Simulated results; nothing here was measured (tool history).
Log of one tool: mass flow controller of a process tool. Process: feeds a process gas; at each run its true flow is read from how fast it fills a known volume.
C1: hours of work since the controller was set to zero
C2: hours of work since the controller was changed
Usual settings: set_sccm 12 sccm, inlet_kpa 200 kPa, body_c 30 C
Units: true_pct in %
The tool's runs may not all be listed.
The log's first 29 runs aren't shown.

Run 30, hour 1871.2: usual settings but inlet_kpa 189 kPa, body_c 31 C; C1 3115; C2 3115. Result: true_pct 101.45 %.
Run 31, hour 1914.8: usual settings but inlet_kpa 224 kPa, body_c 34 C; C1 3147; C2 3147. Result: true_pct 101.55 %.
Run 32, hour 1953.5: usual settings but set_sccm 5 sccm, inlet_kpa 224 kPa, body_c 34 C; C1 3176; C2 3176. Result: true_pct 101.36 %.
Run 33, hour 2022.4: usual settings but set_sccm 11 sccm, inlet_kpa 224 kPa, body_c 23 C; C1 3227; C2 3227. Result: true_pct 100.44 %.
Run 34, hour 2057.5: usual settings but inlet_kpa 182 kPa, body_c 24 C; C1 3253; C2 3253. Result: true_pct 100.90 %.
Run 35, hour 2112.4: usual settings but inlet_kpa 201 kPa; C1 3293; C2 3293. Result: true_pct 101.41 %.
At hour 2119.2: gauge calibrated.
Run 36, hour 2163.8: usual settings but inlet_kpa 201 kPa; C1 3331; C2 3331. Result: true_pct 100.25 %.
Run 37, hour 2248.8: usual settings but inlet_kpa 175 kPa, body_c 37 C; C1 3394; C2 3394. Result: true_pct 101.23 %.
Run 38, hour 2295.4: usual settings but set_sccm 3 sccm, inlet_kpa 212 kPa, body_c 22 C; C1 3428; C2 3428. Result: true_pct 99.17 %.
Run 39, hour 2339.7: usual settings but set_sccm 2 sccm, inlet_kpa 146 kPa, body_c 22 C; C1 3461; C2 3461. Result: true_pct 99.77 %.
Run 40, hour 2408.6: usual settings but set_sccm 2 sccm, inlet_kpa 146 kPa, body_c 22 C; C1 3511; C2 3511. Result: true_pct 99.84 %.
Run 41, hour 2487.2: usual settings but set_sccm 7 sccm, inlet_kpa 276 kPa; C1 3569; C2 3569. Result: true_pct 99.79 %.
Run 42, hour 2555.2: usual settings but set_sccm 16 sccm, inlet_kpa 276 kPa, body_c 36 C; C1 3620; C2 3620. Result: true_pct 100.77 %.
Run 43, hour 2603.0: usual settings but set_sccm 7 sccm, body_c 25 C; C1 3655; C2 3655. Result: true_pct 99.89 %.
Run 44, hour 2677.3: usual settings but set_sccm 7 sccm, inlet_kpa 244 kPa, body_c 22 C; C1 3710; C2 3710. Result: true_pct 99.41 %.
Run 45, hour 2716.2: usual settings but set_sccm 7 sccm, body_c 31 C; C1 3738; C2 3738. Result: true_pct 100.58 %.
Run 46, hour 2767.9: usual settings but inlet_kpa 181 kPa; C1 3776; C2 3776. Result: true_pct 100.71 %.
Run 47, hour 2821.3: usual settings but inlet_kpa 181 kPa, body_c 32 C; C1 3816; C2 3816. Result: true_pct 100.98 %.

Forecast each of these 5 alternatives for the next run:
Run A, hour 2858.8: usual settings but set_sccm 4 sccm, body_c 28 C; C1 3843; C2 3843. Result: true_pct ?.
Run B, hour 2858.8: usual settings but set_sccm 6 sccm, inlet_kpa 196 kPa, body_c 32 C; C1 3843; C2 3843. Result: true_pct ?.
Run C, hour 2858.8: usual settings but set_sccm 8 sccm; C1 3843; C2 3843. Result: true_pct ?.
Run D, hour 2858.8: usual settings but set_sccm 10 sccm, inlet_kpa 215 kPa, body_c 29 C; C1 3843; C2 3843. Result: true_pct ?.
Run E, hour 2858.8: usual settings but set_sccm 3 sccm; C1 3843; C2 3843. Result: true_pct ?.

run  true_pct
  A    100.22
  B    100.79
  C    100.62
  D    100.42
  E    100.39
Without the tool's hidden state the same runs would have given:
run  true_pct
  A     99.85
  B    100.41
  C    100.24
  D    100.04
  E    100.02

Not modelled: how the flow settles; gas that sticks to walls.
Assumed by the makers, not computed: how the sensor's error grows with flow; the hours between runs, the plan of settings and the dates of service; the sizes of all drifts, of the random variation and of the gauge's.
